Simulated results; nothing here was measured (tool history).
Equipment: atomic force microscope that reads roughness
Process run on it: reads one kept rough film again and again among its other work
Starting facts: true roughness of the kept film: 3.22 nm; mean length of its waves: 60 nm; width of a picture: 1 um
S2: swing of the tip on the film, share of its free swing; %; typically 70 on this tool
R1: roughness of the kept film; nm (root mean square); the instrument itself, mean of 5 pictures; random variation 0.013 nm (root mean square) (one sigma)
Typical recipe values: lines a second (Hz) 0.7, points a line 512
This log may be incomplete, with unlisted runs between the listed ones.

{"run": 1, "hour": 0.0, "lines a second (Hz)": 0.7, "S2": 70, "points a line": 512, "R1": 2.958}
{"hour": 7.8, "done": "new tip fitted"}
{"run": 2, "hour": 48.6, "lines a second (Hz)": 0.7, "S2": 70, "points a line": 512, "R1": 3.004}
{"run": 3, "hour": 103.7, "lines a second (Hz)": 0.7, "S2": 70, "points a line": 512, "R1": 2.983}
{"hour": 139.1, "done": "new tip fitted"}
{"run": 4, "hour": 146.6, "lines a second (Hz)": 0.7, "S2": 70, "points a line": 512, "R1": 2.959}
{"run": 5, "hour": 223.5, "lines a second (Hz)": 0.7, "S2": 70, "points a line": 512, "R1": 2.988}
{"hour": 274.9, "done": "new tip fitted"}
{"run": 6, "hour": 300.6, "lines a second (Hz)": 0.7, "S2": 70, "points a line": 512, "R1": 2.999}
{"run": 7, "hour": 348.4, "lines a second (Hz)": 0.7, "S2": 70, "points a line": 716, "R1": 2.981}
{"run": 8, "hour": 395.5, "lines a second (Hz)": 0.7, "S2": 70, "points a line": 716, "R1": 2.97}
{"hour": 411.6, "done": "new tip fitted"}
{"run": 9, "hour": 432.5, "lines a second (Hz)": 0.7, "S2": 70, "points a line": 716, "R1": 2.994}
{"run": 10, "hour": 491.5, "lines a second (Hz)": 0.7, "S2": 70, "points a line": 716, "R1": 2.987}
{"run": 11, "hour": 528.5, "lines a second (Hz)": 0.7, "S2": 70, "points a line": 716, "R1": 2.994}
{"hour": 543.2, "done": "new tip fitted"}
{"run": 12, "hour": 605.3, "lines a second (Hz)": 0.7, "S2": 57, "points a line": 716, "R1": 3.053}
{"hour": 678.1, "done": "new tip fitted"}
{"run": 13, "hour": 681.0, "lines a second (Hz)": 0.7, "S2": 57, "points a line": 716, "R1": 3.05}
{"run": 14, "hour": 746.6, "lines a second (Hz)": 0.7, "S2": 57, "points a line": 716, "R1": 3.076}
{"hour": 811.4, "done": "new tip fitted"}
{"run": 15, "hour": 811.8, "lines a second (Hz)": 0.7, "S2": 57, "points a line": 716, "R1": 3.049}
{"run": 16, "hour": 888.2, "lines a second (Hz)": 0.7, "S2": 57, "points a line": 716, "R1": 3.036}
{"run": 17, "hour": 925.5, "lines a second (Hz)": 0.94, "S2": 68, "points a line": 512, "R1": 2.947}
{"hour": 943.7, "done": "new tip fitted"}
{"run": 18, "hour": 969.4, "lines a second (Hz)": 1.929, "S2": 79, "points a line": 914, "R1": 2.639}
{"run": 19, "hour": 1036.5, "lines a second (Hz)": 1.929, "S2": 79, "points a line": 999, "R1": 2.626}
{"hour": 1078.6, "done": "new tip fitted"}
{"run": 20, "hour": 1108.8, "lines a second (Hz)": 1.929, "S2": 79, "points a line": 999, "R1": 2.622}
{"run": 21, "hour": 1163.1, "lines a second (Hz)": 2.27, "S2": 63, "points a line": 616, "R1": 2.828}
{"hour": 1213.4, "done": "new tip fitted"}
{"run": 22, "hour": 1213.4, "lines a second (Hz)": 0.7, "S2": 70, "points a line": 682, "R1": 2.98}
{"run": 23, "hour": 1269.5, "lines a second (Hz)": 0.7, "S2": 76, "points a line": 751, "R1": 2.96}
{"run": 24, "hour": 1306.7, "lines a second (Hz)": 1.289, "S2": 68, "points a line": 751, "R1": 2.905}
{"hour": 1347.0, "done": "new tip fitted"}
{"run": 25, "hour": 1386.7, "lines a second (Hz)": 1.289, "S2": 68, "points a line": 751, "R1": 2.887}
{"run": 26, "hour": 1426.9, "lines a second (Hz)": 1.494, "S2": 79, "points a line": 599, "R1": 2.727}
{"hour": 1478.5, "done": "new tip fitted"}
{"run": 27, "hour": 1478.5, "lines a second (Hz)": 0.749, "S2": 79, "points a line": 807, "R1": 2.917}
{"run": 28, "hour": 1511.8, "lines a second (Hz)": 1.038, "S2": 71, "points a line": 818, "R1": 2.925}
{"run": 29, "hour": 1567.1, "lines a second (Hz)": 1.734, "S2": 59, "points a line": 852, "R1": 2.96}

Each row is a separate what-if for the run after 29, all from the same tool condition, not one after another. Results?
{"hour": 1615.4, "done": "new tip fitted"}
{"run": "A", "hour": 1638.7, "lines a second (Hz)": 1.734, "S2": 82, "points a line": 728, "R1": "?"}
{"hour": 1615.4, "done": "new tip fitted"}
{"run": "B", "hour": 1638.7, "lines a second (Hz)": 1.789, "S2": 66, "points a line": 732, "R1": "?"}
{"hour": 1615.4, "done": "new tip fitted"}
{"run": "C", "hour": 1638.7, "lines a second (Hz)": 0.929, "S2": 80, "points a line": 558, "R1": "?"}
{"hour": 1615.4, "done": "new tip fitted"}
{"run": "D", "hour": 1638.7, "lines a second (Hz)": 1.734, "S2": 59, "points a line": 650, "R1": "?"}

run=A R1=2.615
run=B R1=2.868
run=C R1=2.838
run=D R1=2.962
Without the tool's hidden state the same runs would have given:
run=A R1=2.616
run=B R1=2.869
run=C R1=2.839
run=D R1=2.963
